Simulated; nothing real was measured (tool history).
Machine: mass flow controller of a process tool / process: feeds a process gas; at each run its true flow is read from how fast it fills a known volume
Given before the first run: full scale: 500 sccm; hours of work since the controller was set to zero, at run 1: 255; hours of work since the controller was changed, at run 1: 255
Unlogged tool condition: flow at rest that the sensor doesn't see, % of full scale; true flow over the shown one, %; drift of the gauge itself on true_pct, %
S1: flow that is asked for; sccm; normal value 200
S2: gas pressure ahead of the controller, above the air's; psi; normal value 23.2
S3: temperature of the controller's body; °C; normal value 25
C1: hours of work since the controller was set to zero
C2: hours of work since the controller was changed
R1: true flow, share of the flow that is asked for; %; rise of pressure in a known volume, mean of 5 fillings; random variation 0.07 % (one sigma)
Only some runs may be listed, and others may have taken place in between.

| run | day | S1 | S2 | S3 | C1 | C2 | R1 |
|---|---|---|---|---|---|---|---|
| 1 | 0.000 | 200 | 23.2 | 25 | 255 | 255 | 98.79 |
| 2 | 2.792 | 200 | 23.2 | 25 | 292 | 292 | 98.73 |
| 3 | 4.892 | 200 | 26.3 | 25 | 320 | 320 | 98.71 |
| 4 | 7.658 | 200 | 26.3 | 25 | 356 | 356 | 98.78 |
| 5 | 10.538 | 132 | 23.2 | 25 | 395 | 395 | 98.52 |
| 6 | 12.033 | 132 | 23.2 | 25 | 415 | 415 | 98.46 |
| 7 | 14.896 | 200 | 23.4 | 25 | 453 | 453 | 98.75 |
| 8 | 16.712 | 200 | 23.4 | 25 | 477 | 477 | 98.78 |
| 9 | 19.071 | 200 | 23.2 | 25 | 508 | 508 | 98.75 |
| 10 | 22.471 | 200 | 23.2 | 25 | 553 | 553 | 98.68 |
| 11 | 25.412 | 200 | 23.2 | 25 | 592 | 592 | 98.69 |
| 12 | 27.375 | 200 | 23.2 | 25 | 618 | 618 | 98.68 |
| 13 | 29.354 | 200 | 23.2 | 25 | 645 | 645 | 98.72 |
| 14 | 30.971 | 200 | 23.2 | 27 | 666 | 666 | 98.59 |
| 15 | 33.879 | 200 | 31.5 | 27 | 705 | 705 | 98.47 |
| 16 | 35.717 | 200 | 23.2 | 25 | 729 | 729 | 98.77 |
| 17 | 39.083 | 200 | 23.2 | 25 | 774 | 774 | 98.62 |
| 18 | 42.379 | 200 | 23.2 | 25 | 818 | 818 | 98.57 |
| 19 | 44.071 | 200 | 23.2 | 25 | 840 | 840 | 98.67 |
| 20 | 46.375 | 200 | 23.2 | 25 | 871 | 871 | 98.53 |
| 21 | 49.742 | 200 | 23.2 | 25 | 915 | 915 | 98.64 |
| 22 | 52.496 | 200 | 23.2 | 25 | 952 | 952 | 98.61 |
| 23 | 53.958 | 200 | 23.2 | 25 | 971 | 971 | 98.62 |
| 24 | 55.358 | 200 | 23.2 | 25 | 990 | 990 | 98.58 |
| 25 | 58.342 | 200 | 32.3 | 33 | 1030 | 1030 | 98.09 |
| 26 | 60.546 | 262 | 21.0 | 25 | 1059 | 1059 | 98.71 |
| 27 | 63.542 | 54 | 29.4 | 26 | 1099 | 1099 | 98.33 |
| 28 | 65.875 | 54 | 27.1 | 26 | 1130 | 1130 | 98.50 |
| 29 | 68.642 | 159 | 22.3 | 31 | 1167 | 1167 | 98.12 |
| 30 | 71.204 | 159 | 22.3 | 31 | 1201 | 1201 | 98.03 |
| 31 | 73.004 | 159 | 22.3 | 31 | 1224 | 1224 | 98.17 |
| 32 | 76.279 | 211 | 23.2 | 25 | 1268 | 1268 | 98.67 |
| 33 | 79.000 | 80 | 22.9 | 25 | 1304 | 1304 | 98.38 |
| 34 | 80.562 | 80 | 22.9 | 25 | 1325 | 1325 | 98.34 |
| 35 | 83.304 | 80 | 22.9 | 25 | 1361 | 1361 | 98.36 |
| 36 | 85.104 | 298 | 29.6 | 25 | 1385 | 1385 | 98.65 |
| 37 | 88.525 | 146 | 23.2 | 26 | 1431 | 1431 | 98.23 |
| 38 | 90.671 | 163 | 23.2 | 39 | 1459 | 1459 | 97.79 |
| 39 | 93.521 | 163 | 23.2 | 39 | 1497 | 1497 | 97.58 |
| 40 | 95.004 | 184 | 27.1 | 25 | 1517 | 1517 | 98.27 |
| 41 | 97.212 | 164 | 23.2 | 23 | 1546 | 1546 | 98.29 |
| 42 | 100.283 | 164 | 23.2 | 23 | 1587 | 1587 | 98.58 |
| 43 | 101.754 | 208 | 28.1 | 21 | 1606 | 1606 | 98.36 |
| 44 | 104.717 | 86 | 37.0 | 22 | 1646 | 1646 | 98.16 |
| 45 | 107.854 | 86 | 37.0 | 22 | 1687 | 1687 | 98.18 |
| 46 | 109.621 | 86 | 37.0 | 22 | 1711 | 1711 | 98.22 |
| 47 | 112.838 | 86 | 37.0 | 22 | 1754 | 1754 | 98.20 |

Results for each run, recomputed without the tool's hidden state and with each run's random variation untouched:
| run | R1 |
|---|---|
| 1 | 98.88 |
| 2 | 98.83 |
| 3 | 98.81 |
| 4 | 98.89 |
| 5 | 98.60 |
| 6 | 98.55 |
| 7 | 98.90 |
| 8 | 98.93 |
| 9 | 98.91 |
| 10 | 98.85 |
| 11 | 98.88 |
| 12 | 98.88 |
| 13 | 98.92 |
| 14 | 98.80 |
| 15 | 98.69 |
| 16 | 98.99 |
| 17 | 98.86 |
| 18 | 98.83 |
| 19 | 98.94 |
| 20 | 98.80 |
| 21 | 98.93 |
| 22 | 98.91 |
| 23 | 98.92 |
| 24 | 98.89 |
| 25 | 98.41 |
| 26 | 99.09 |
| 27 | 98.12 |
| 28 | 98.29 |
| 29 | 98.43 |
| 30 | 98.35 |
| 31 | 98.49 |
| 32 | 99.07 |
| 33 | 98.42 |
| 34 | 98.39 |
| 35 | 98.41 |
| 36 | 99.16 |
| 37 | 98.57 |
| 38 | 98.18 |
| 39 | 97.98 |
| 40 | 98.71 |
| 41 | 98.70 |
| 42 | 99.01 |
| 43 | 98.87 |
| 44 | 98.27 |
| 45 | 98.29 |
| 46 | 98.33 |
| 47 | 98.31 |

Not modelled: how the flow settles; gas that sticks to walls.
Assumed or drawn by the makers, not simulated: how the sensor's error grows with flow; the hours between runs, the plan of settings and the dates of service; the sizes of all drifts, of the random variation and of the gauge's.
